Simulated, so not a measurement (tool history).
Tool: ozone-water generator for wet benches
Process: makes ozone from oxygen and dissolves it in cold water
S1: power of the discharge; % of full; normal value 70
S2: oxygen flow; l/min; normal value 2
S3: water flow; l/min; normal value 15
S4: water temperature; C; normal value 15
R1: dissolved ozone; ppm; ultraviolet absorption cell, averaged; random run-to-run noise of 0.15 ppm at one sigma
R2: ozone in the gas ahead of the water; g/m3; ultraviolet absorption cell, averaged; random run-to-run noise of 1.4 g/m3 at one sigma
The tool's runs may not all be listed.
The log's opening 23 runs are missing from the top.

run    hour  S1    S2  S3  S4    R1     R2
 24   923.5  73  1.29  12  16  18.7  307.9
 25   967.8  70  2.84  15  12  20.4    231
 26  1022.3  63  1.78  15  16  15.6  254.6
 27  1079.4  63  1.15  15   8  13.2  290.9
 28  1114.5  85  1.47  14  15  18.3    319
 29  1143.2  70     2  18  20  13.6  256.4
 30  1184.6  65     2  20  16  12.1  246.1
 31  1210.7  59     2  12  16  19.4  234.6
 32  1237.9  97  1.21  14  17  17.7  372.5
 33    1276  49  2.76  14   8  18.1  188.1

Here are 4 independent what-if runs from the current tool condition. What would each one return?
  A  1325.5  68  2.76  14   8   ?   ?
  B  1325.5  87  1.47   9   8   ?   ?
  C  1325.5  54  1.68  14   8   ?   ?
  D  1325.5  52  1.03  19   8   ?   ?

run    R1     R2
  A  21.9  228.7
  B  30.5    323
  C  15.5  235.6
  D   8.5  270.9
Take away the tool's hidden state, keep each run's random variation, and the runs would have read:
run    R1     R2
  A  23.4  234.5
  B  32.4  332.4
  C  16.6  240.7
  D   9.1  276.6
